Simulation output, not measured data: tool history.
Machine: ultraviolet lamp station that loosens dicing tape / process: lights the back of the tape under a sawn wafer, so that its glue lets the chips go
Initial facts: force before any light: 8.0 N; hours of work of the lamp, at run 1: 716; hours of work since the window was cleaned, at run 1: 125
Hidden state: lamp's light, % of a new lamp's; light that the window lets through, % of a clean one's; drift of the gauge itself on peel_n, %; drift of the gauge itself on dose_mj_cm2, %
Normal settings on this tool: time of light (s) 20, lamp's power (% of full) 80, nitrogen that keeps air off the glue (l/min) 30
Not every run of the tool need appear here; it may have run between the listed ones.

run,hour,time of light (s),lamp's power (% of full),nitrogen that keeps air off the glue (l/min),hours of work of the lamp,hours of work since the window was cleaned,force that peels the tape off (N),light that reached the tape (J/m2)
1,0,20,80,30,716,125,0.391,4410
2,15,20,80,30,728,137,0.415,4320
3,38.2,20,80,30,746,155,0.42,4320
4,61.7,20,80,30,764,173,0.409,4270
5,88.6,20,80,30,785,194,0.443,4330
6,117.6,20,80,30,808,216,0.452,4220
7,147.5,20,80,30,831,240,0.444,4170
8,172.8,20,80,30,850,259,0.451,4110
9,190.5,20,80,30,864,273,0.476,4150
10,206.5,20,80,30,876,285,0.465,4110
11,233.7,20,80,30,897,306,0.471,4030
12,264.9,20,80,10,922,331,1.126,4020
13,280.7,20,80,10,934,343,1.116,4000
14,305.9,20,80,10,953,362,1.156,3900
15,331.1,20,80,10,973,382,1.169,3920
16,358.8,20,80,10,994,403,1.195,3890
17,379.2,20,80,30,1010,419,0.524,3850
18,406,20,80,13,1031,440,1.017,3860
19,424,11,80,13,1045,454,2.503,2090
20,453.9,11,80,13,1068,477,2.528,2050
21,474,20,80,38,1084,493,0.489,3730
22,487.5,20,80,30,1094,503,0.58,3720
23,501.5,20,62,30,1105,514,0.969,2870
24,514.4,20,66,52,1115,524,0.646,3010
25,541.2,23,85,22,1136,545,0.487,4440
26,564.5,23,85,22,1154,563,0.493,4380
27,593.6,23,85,22,1176,585,0.508,4400
28,611.4,29,65,24,1190,599,0.535,4160
29,627.1,20,72,24,1202,611,0.959,3140
30,645.7,37,67,30,1217,625,0.273,5420
31,673.7,15,65,46,1238,647,1.351,2130
32,691,20,65,21,1252,661,1.314,2840
# hour 695.8: window cleaned of glue's vapour
33,722.2,20,65,21,1275,20,1.125,3020
34,738.2,20,65,21,1288,33,1.179,2990
35,752.6,26,80,30,1299,44,0.334,4760
36,766,17,87,11,1309,54,1.377,3420
37,781.9,20,97,30,1322,67,0.393,4360
38,803.6,20,97,30,1338,84,0.405,4420
39,831.3,20,97,30,1360,105,0.4,4300
40,856,40,68,30,1379,124,0.208,5980
41,886.3,17,75,31,1402,148,1.007,2780
# hour 898: lamp changed
42,903,21,75,49,4,160,0.215,5100
43,920,21,75,49,17,173,0.227,5050

Had the tool no unlogged condition, and each run kept its random variation, what would the results have been?
run,force that peels the tape off (N),light that reached the tape (J/m2)
1,0.251,5440
2,0.264,5370
3,0.266,5400
4,0.253,5370
5,0.269,5500
6,0.268,5420
7,0.257,5410
8,0.254,5390
9,0.271,5460
10,0.254,5440
11,0.258,5390
12,0.613,5430
13,0.604,5430
14,0.609,5370
15,0.609,5430
16,0.614,5430
17,0.256,5430
18,0.487,5460
19,1.55,2980
20,1.544,2980
21,0.227,5430
22,0.256,5440
23,0.426,4220
24,0.284,4460
25,0.211,6630
26,0.211,6600
27,0.214,6680
28,0.224,6360
29,0.382,4830
30,0.164,8400
31,0.562,3330
32,0.532,4460
33,0.519,4410
34,0.544,4380
35,0.176,7020
36,0.653,5060
37,0.191,6510
38,0.192,6630
39,0.181,6540
40,0.142,9160
41,0.392,4310
42,0.2,5340
43,0.21,5310

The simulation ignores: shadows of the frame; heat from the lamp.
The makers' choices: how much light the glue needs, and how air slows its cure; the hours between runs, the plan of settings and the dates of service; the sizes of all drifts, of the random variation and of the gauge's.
